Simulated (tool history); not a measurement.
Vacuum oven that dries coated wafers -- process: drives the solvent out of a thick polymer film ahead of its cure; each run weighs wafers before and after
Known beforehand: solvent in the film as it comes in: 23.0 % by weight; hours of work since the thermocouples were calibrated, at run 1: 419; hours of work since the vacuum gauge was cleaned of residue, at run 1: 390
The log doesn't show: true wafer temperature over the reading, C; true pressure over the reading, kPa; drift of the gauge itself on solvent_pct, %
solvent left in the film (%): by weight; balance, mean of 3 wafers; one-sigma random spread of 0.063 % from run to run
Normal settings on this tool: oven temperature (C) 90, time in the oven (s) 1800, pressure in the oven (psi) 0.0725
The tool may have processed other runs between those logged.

| run | hour | oven temperature (C) | time in the oven (s) | pressure in the oven (psi) | hours of work since the thermocouples were calibrated | hours of work since the vacuum gauge was cleaned of residue | solvent left in the film (%) |
|---|---|---|---|---|---|---|---|
| 1 | 0 | 90 | 1800 | 0.0725 | 419 | 390 | 4.4 |
| 2 | 15 | 90 | 1800 | 0.0725 | 430 | 400 | 4.43 |
| 3 | 23.8 | 90 | 1800 | 0.0725 | 436 | 407 | 4.52 |
| 4 | 32.9 | 90 | 1800 | 0.0725 | 442 | 413 | 4.42 |
| 5 | 41.3 | 90 | 1260 | 0.0725 | 448 | 419 | 6.66 |
| 6 | 54.7 | 90 | 1260 | 0.0725 | 458 | 429 | 6.58 |
| 7 | 68 | 90 | 1800 | 0.0725 | 467 | 438 | 4.37 |
| 8 | 75.1 | 90 | 1800 | 0.0725 | 472 | 443 | 4.46 |
| 9 | 83 | 90 | 1800 | 0.0725 | 478 | 449 | 4.36 |
| 10 | 93.4 | 78 | 1800 | 0.0725 | 485 | 456 | 10.2 |
| 11 | 101.7 | 90 | 3180 | 0.0725 | 491 | 462 | 1.8 |
| 12 | 112.4 | 90 | 3180 | 0.0725 | 499 | 469 | 1.78 |
| 13 | 127.2 | 90 | 3180 | 0.0725 | 509 | 480 | 1.75 |
| 14 | 134.1 | 90 | 3180 | 0.0725 | 514 | 485 | 1.84 |
| 15 | 147 | 88 | 3180 | 0.0725 | 523 | 494 | 2.4 |
| 16 | 154.8 | 88 | 3180 | 0.0725 | 529 | 500 | 2.41 |
| 17 | 169.8 | 88 | 2160 | 0.0725 | 539 | 510 | 4.37 |
| 18 | 179.2 | 103 | 1800 | 0.0734 | 546 | 517 | 0.98 |
| 19 | 191.9 | 103 | 1800 | 0.0734 | 555 | 526 | 0.88 |
| 20 | 199.8 | 103 | 1800 | 0.0734 | 561 | 531 | 0.96 |
| 21 | 211.2 | 87 | 1320 | 0.0725 | 569 | 540 | 7.91 |
|  | 213.8 | vacuum gauge cleaned of residue and calibrated |
| 22 | 227.8 | 87 | 1320 | 0.0725 | 580 | 10 | 8.07 |
| 23 | 235.7 | 87 | 1020 | 0.124 | 585 | 16 | 10.01 |
|  | 246.4 | vacuum gauge cleaned of residue and calibrated, once more |
| 24 | 246.4 | 87 | 1020 | 0.124 | 592 | 0 | 9.8 |
| 25 | 255.9 | 87 | 1860 | 0.0775 | 598 | 7 | 5.76 |
| 26 | 262.6 | 90 | 1320 | 0.04 | 603 | 11 | 6.23 |
| 27 | 274.9 | 90 | 1320 | 0.04 | 612 | 20 | 6.42 |
| 28 | 285.4 | 77 | 1320 | 0.1198 | 619 | 28 | 12.79 |
| 29 | 296.7 | 80 | 2160 | 0.0725 | 627 | 36 | 8.16 |
| 30 | 307.3 | 104 | 960 | 0.0476 | 635 | 43 | 2.79 |
| 31 | 316.7 | 104 | 1020 | 0.2213 | 642 | 50 | 3.08 |
| 32 | 330.9 | 77 | 2280 | 0.093 | 652 | 60 | 9.62 |
| 33 | 344 | 77 | 2280 | 0.093 | 661 | 69 | 9.4 |
| 34 | 353 | 80 | 2280 | 0.093 | 667 | 76 | 7.97 |

Forecast each of these 5 alternatives for the next run:
| A | 360.5 | 97 | 1800 | 0.0367 | 673 | 81 | ? |
| B | 360.5 | 103 | 1140 | 0.0396 | 673 | 81 | ? |
| C | 360.5 | 104 | 2580 | 0.2145 | 673 | 81 | ? |
| D | 360.5 | 80 | 1740 | 0.093 | 673 | 81 | ? |
| E | 360.5 | 94 | 1680 | 0.0725 | 673 | 81 | ? |

| run | solvent left in the film (%) |
|---|---|
| A | 2.03 |
| B | 2.24 |
| C | 1.08 |
| D | 9.77 |
| E | 3.35 |
Without the tool's hidden state the same runs would have given:
| run | solvent left in the film (%) |
|---|---|
| A | 1.6 |
| B | 1.78 |
| C | 0.98 |
| D | 8.93 |
| E | 2.73 |
